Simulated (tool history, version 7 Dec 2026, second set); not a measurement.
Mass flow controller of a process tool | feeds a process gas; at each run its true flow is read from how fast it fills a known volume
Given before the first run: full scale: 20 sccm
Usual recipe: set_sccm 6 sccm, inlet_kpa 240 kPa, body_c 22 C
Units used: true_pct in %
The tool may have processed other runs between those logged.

run    hour  set_sccm  inlet_kpa  body_c  true_pct
  1     0.0         6        240      22    101.20
  2    85.1         6        240      22    101.37
  3   147.6         6        240      22    101.27
  4   213.6         6        240      22    101.35
  5   331.7         6        240      23    101.39
  6   472.9         6        240      21    101.60
  7   586.8         6        240      35    100.80
  8   707.0         6        252      22    101.50
  9   852.1         6        252      22    101.57
 10   962.5         3        240      22    104.96
 11  1079.1         3        240      22    105.08
 12  1195.8         3        240      24    105.07
 13  1336.0         3        240      24    105.26
 14  1481.6         4        240      24    103.56
 15  1576.7         4        240      39    102.74
 16  1725.7         2        239      27    109.44
 17  1799.7         2        204      27    109.41
 18  1886.5         2        204      27    109.69
 19  1965.5         4        220      30    103.65
 20  2108.3        13        145      22    100.83
 21  2246.3         4        220      21    104.49
 22  2342.4         4        240      22    104.30
 23  2410.7         6        226      22    102.38
 24  2472.4        10        240      22    100.93
 25  2588.5         7        184      21    102.05

What if the next run were any one of these 5? Each begins from the tool's condition after run 25:
  A  2692.0         6        157      25         ?
  B  2692.0        15        184      21         ?
  C  2692.0         6        148      21         ?
  D  2692.0         4        240      37         ?
  E  2692.0         7        274      21         ?

run  true_pct
  A    102.42
  B    100.59
  C    102.67
  D    103.69
  E    101.82
With no hidden state in the tool, these same runs would have given:
run  true_pct
  A     98.91
  B     99.75
  C     99.16
  D     97.96
  E     98.95
